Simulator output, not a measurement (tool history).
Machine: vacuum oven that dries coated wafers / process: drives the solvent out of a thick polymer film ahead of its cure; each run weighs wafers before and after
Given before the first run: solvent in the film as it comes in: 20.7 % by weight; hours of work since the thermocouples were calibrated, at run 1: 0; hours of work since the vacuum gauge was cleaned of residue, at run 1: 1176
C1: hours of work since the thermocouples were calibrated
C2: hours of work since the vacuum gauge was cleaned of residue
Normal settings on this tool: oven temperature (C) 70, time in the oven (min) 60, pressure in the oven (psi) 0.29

run 1 hour=0 | oven_temperature_(C)=70 time_in_the_oven_(min)=60 pressure_in_the_oven_(psi)=0.29 | C1=0 C2=1176 | solvent_left_in_the_film_(%)=1.66
run 2 hour=55.2 | oven_temperature_(C)=70 time_in_the_oven_(min)=60 pressure_in_the_oven_(psi)=0.2 | C1=38 C2=1214 | solvent_left_in_the_film_(%)=1.38
run 3 hour=109.5 | oven_temperature_(C)=77 time_in_the_oven_(min)=60 pressure_in_the_oven_(psi)=0.29 | C1=76 C2=1252 | solvent_left_in_the_film_(%)=0.91
run 4 hour=155.4 | oven_temperature_(C)=70 time_in_the_oven_(min)=60 pressure_in_the_oven_(psi)=0.29 | C1=108 C2=1284 | solvent_left_in_the_film_(%)=1.63
-- hour=162.1 vacuum gauge cleaned of residue and calibrated
run 5 hour=196.8 | oven_temperature_(C)=70 time_in_the_oven_(min)=60 pressure_in_the_oven_(psi)=0.29 | C1=136 C2=24 | solvent_left_in_the_film_(%)=1.55
run 6 hour=231.5 | oven_temperature_(C)=78 time_in_the_oven_(min)=60 pressure_in_the_oven_(psi)=0.29 | C1=160 C2=48 | solvent_left_in_the_film_(%)=0.75
run 7 hour=282.7 | oven_temperature_(C)=78 time_in_the_oven_(min)=60 pressure_in_the_oven_(psi)=0.29 | C1=196 C2=84 | solvent_left_in_the_film_(%)=0.77
run 8 hour=319.4 | oven_temperature_(C)=78 time_in_the_oven_(min)=60 pressure_in_the_oven_(psi)=0.29 | C1=221 C2=109 | solvent_left_in_the_film_(%)=0.77
run 9 hour=350.1 | oven_temperature_(C)=60 time_in_the_oven_(min)=60 pressure_in_the_oven_(psi)=0.29 | C1=242 C2=131 | solvent_left_in_the_film_(%)=4.56
run 10 hour=383.3 | oven_temperature_(C)=60 time_in_the_oven_(min)=60 pressure_in_the_oven_(psi)=0.29 | C1=266 C2=154 | solvent_left_in_the_film_(%)=4.5
run 11 hour=432.7 | oven_temperature_(C)=60 time_in_the_oven_(min)=53 pressure_in_the_oven_(psi)=0.29 | C1=300 C2=188 | solvent_left_in_the_film_(%)=5.13
run 12 hour=487.8 | oven_temperature_(C)=60 time_in_the_oven_(min)=53 pressure_in_the_oven_(psi)=0.29 | C1=338 C2=226 | solvent_left_in_the_film_(%)=5.05
run 13 hour=524.1 | oven_temperature_(C)=60 time_in_the_oven_(min)=53 pressure_in_the_oven_(psi)=0.29 | C1=363 C2=252 | solvent_left_in_the_film_(%)=5.06
run 14 hour=551.8 | oven_temperature_(C)=70 time_in_the_oven_(min)=60 pressure_in_the_oven_(psi)=0.397 | C1=383 C2=271 | solvent_left_in_the_film_(%)=1.87
run 15 hour=609 | oven_temperature_(C)=70 time_in_the_oven_(min)=60 pressure_in_the_oven_(psi)=0.397 | C1=422 C2=311 | solvent_left_in_the_film_(%)=1.89
run 16 hour=653.4 | oven_temperature_(C)=70 time_in_the_oven_(min)=60 pressure_in_the_oven_(psi)=0.29 | C1=453 C2=342 | solvent_left_in_the_film_(%)=1.54
run 17 hour=711.6 | oven_temperature_(C)=70 time_in_the_oven_(min)=60 pressure_in_the_oven_(psi)=0.29 | C1=494 C2=382 | solvent_left_in_the_film_(%)=1.53
run 18 hour=755.9 | oven_temperature_(C)=70 time_in_the_oven_(min)=60 pressure_in_the_oven_(psi)=0.29 | C1=525 C2=413 | solvent_left_in_the_film_(%)=1.51
run 19 hour=789.9 | oven_temperature_(C)=70 time_in_the_oven_(min)=60 pressure_in_the_oven_(psi)=0.29 | C1=548 C2=437 | solvent_left_in_the_film_(%)=1.5
run 20 hour=822.9 | oven_temperature_(C)=59 time_in_the_oven_(min)=60 pressure_in_the_oven_(psi)=0.29 | C1=571 C2=459 | solvent_left_in_the_film_(%)=4.75
run 21 hour=878.6 | oven_temperature_(C)=70 time_in_the_oven_(min)=35 pressure_in_the_oven_(psi)=0.29 | C1=610 C2=498 | solvent_left_in_the_film_(%)=3.08
run 22 hour=922.6 | oven_temperature_(C)=70 time_in_the_oven_(min)=35 pressure_in_the_oven_(psi)=0.29 | C1=640 C2=529 | solvent_left_in_the_film_(%)=3.05
run 23 hour=981.3 | oven_temperature_(C)=67 time_in_the_oven_(min)=60 pressure_in_the_oven_(psi)=0.29 | C1=681 C2=570 | solvent_left_in_the_film_(%)=2.03
run 24 hour=1020.8 | oven_temperature_(C)=70 time_in_the_oven_(min)=56 pressure_in_the_oven_(psi)=0.174 | C1=709 C2=597 | solvent_left_in_the_film_(%)=1.22
run 25 hour=1068.7 | oven_temperature_(C)=69 time_in_the_oven_(min)=56 pressure_in_the_oven_(psi)=0.341 | C1=742 C2=630 | solvent_left_in_the_film_(%)=1.96
run 26 hour=1123.5 | oven_temperature_(C)=70 time_in_the_oven_(min)=85 pressure_in_the_oven_(psi)=0.29 | C1=780 C2=668 | solvent_left_in_the_film_(%)=1.11
run 27 hour=1177.2 | oven_temperature_(C)=80 time_in_the_oven_(min)=85 pressure_in_the_oven_(psi)=0.268 | C1=818 C2=706 | solvent_left_in_the_film_(%)=0.61
run 28 hour=1206.1 | oven_temperature_(C)=70 time_in_the_oven_(min)=68 pressure_in_the_oven_(psi)=0.164 | C1=838 C2=726 | solvent_left_in_the_film_(%)=0.88
run 29 hour=1259.4 | oven_temperature_(C)=68 time_in_the_oven_(min)=68 pressure_in_the_oven_(psi)=0.3 | C1=875 C2=763 | solvent_left_in_the_film_(%)=1.6
run 30 hour=1316.4 | oven_temperature_(C)=68 time_in_the_oven_(min)=68 pressure_in_the_oven_(psi)=0.3 | C1=914 C2=803 | solvent_left_in_the_film_(%)=1.58
run 31 hour=1345.9 | oven_temperature_(C)=81 time_in_the_oven_(min)=60 pressure_in_the_oven_(psi)=0.29 | C1=935 C2=823 | solvent_left_in_the_film_(%)=0.64
run 32 hour=1377.3 | oven_temperature_(C)=64 time_in_the_oven_(min)=31 pressure_in_the_oven_(psi)=0.669 | C1=957 C2=845 | solvent_left_in_the_film_(%)=7.09
run 33 hour=1428 | oven_temperature_(C)=64 time_in_the_oven_(min)=31 pressure_in_the_oven_(psi)=0.669 | C1=992 C2=880 | solvent_left_in_the_film_(%)=7.1
run 34 hour=1483.9 | oven_temperature_(C)=70 time_in_the_oven_(min)=40 pressure_in_the_oven_(psi)=0.29 | C1=1031 C2=919 | solvent_left_in_the_film_(%)=2.37
run 35 hour=1519.3 | oven_temperature_(C)=70 time_in_the_oven_(min)=42 pressure_in_the_oven_(psi)=0.29 | C1=1055 C2=944 | solvent_left_in_the_film_(%)=2.2
run 36 hour=1548 | oven_temperature_(C)=70 time_in_the_oven_(min)=42 pressure_in_the_oven_(psi)=0.29 | C1=1075 C2=964 | solvent_left_in_the_film_(%)=2.21
run 37 hour=1580.7 | oven_temperature_(C)=78 time_in_the_oven_(min)=41 pressure_in_the_oven_(psi)=0.29 | C1=1098 C2=986 | solvent_left_in_the_film_(%)=0.96
run 38 hour=1616.9 | oven_temperature_(C)=74 time_in_the_oven_(min)=108 pressure_in_the_oven_(psi)=0.149 | C1=1123 C2=1012 | solvent_left_in_the_film_(%)=0.48
run 39 hour=1652.3 | oven_temperature_(C)=70 time_in_the_oven_(min)=39 pressure_in_the_oven_(psi)=0.29 | C1=1148 C2=1036 | solvent_left_in_the_film_(%)=2.38
-- hour=1709.7 oven's thermocouples calibrated
run 40 hour=1710.2 | oven_temperature_(C)=70 time_in_the_oven_(min)=39 pressure_in_the_oven_(psi)=0.29 | C1=0 C2=1075 | solvent_left_in_the_film_(%)=3.24
run 41 hour=1750.4 | oven_temperature_(C)=67 time_in_the_oven_(min)=68 pressure_in_the_oven_(psi)=0.242 | C1=28 C2=1103 | solvent_left_in_the_film_(%)=2.02
run 42 hour=1786.3 | oven_temperature_(C)=67 time_in_the_oven_(min)=68 pressure_in_the_oven_(psi)=0.242 | C1=53 C2=1128 | solvent_left_in_the_film_(%)=1.97
run 43 hour=1842.4 | oven_temperature_(C)=67 time_in_the_oven_(min)=68 pressure_in_the_oven_(psi)=0.242 | C1=92 C2=1167 | solvent_left_in_the_film_(%)=1.95
run 44 hour=1890.8 | oven_temperature_(C)=67 time_in_the_oven_(min)=68 pressure_in_the_oven_(psi)=0.242 | C1=126 C2=1201 | solvent_left_in_the_film_(%)=1.97
run 45 hour=1919.7 | oven_temperature_(C)=61 time_in_the_oven_(min)=60 pressure_in_the_oven_(psi)=0.352 | C1=146 C2=1221 | solvent_left_in_the_film_(%)=4.91
run 46 hour=1966.8 | oven_temperature_(C)=62 time_in_the_oven_(min)=96 pressure_in_the_oven_(psi)=0.29 | C1=179 C2=1253 | solvent_left_in_the_film_(%)=2.49

Pick out some run-to-run changes in solvent left in the film (%). Of each, how much would a tool without hidden state show as well, from the settings, what came in and chance, and how much is left for the hidden state and any gauge scatter not in both results compared?
Unlogged tool condition in this case: true wafer temperature over the reading, C; true pressure over the reading, kPa; drift of the gauge itself on solvent_pct, %.
Run 8 -> 9: oven temperature (C) 78 -> 60. solvent left in the film (%) +3.79: hidden state -0.41, all else +4.2.
Run 31 -> 32: oven temperature (C) 81 -> 64, time in the oven (min) 60 -> 31, pressure in the oven (psi) 0.29 -> 0.669. solvent left in the film (%) +6.45: hidden state -0.93, all else +7.38.
Run 33 -> 34: oven temperature (C) 64 -> 70, time in the oven (min) 31 -> 40, pressure in the oven (psi) 0.669 -> 0.29. solvent left in the film (%) -4.73: hidden state +0.37, all else -5.1.
Run 38 -> 39: oven temperature (C) 74 -> 70, time in the oven (min) 108 -> 39, pressure in the oven (psi) 0.149 -> 0.29. solvent left in the film (%) +1.9: hidden state -0.69, all else +2.59.
Run 39 -> 40: oven's thermocouples calibrated. solvent left in the film (%) +0.86: hidden state +0.81, all else +0.05.
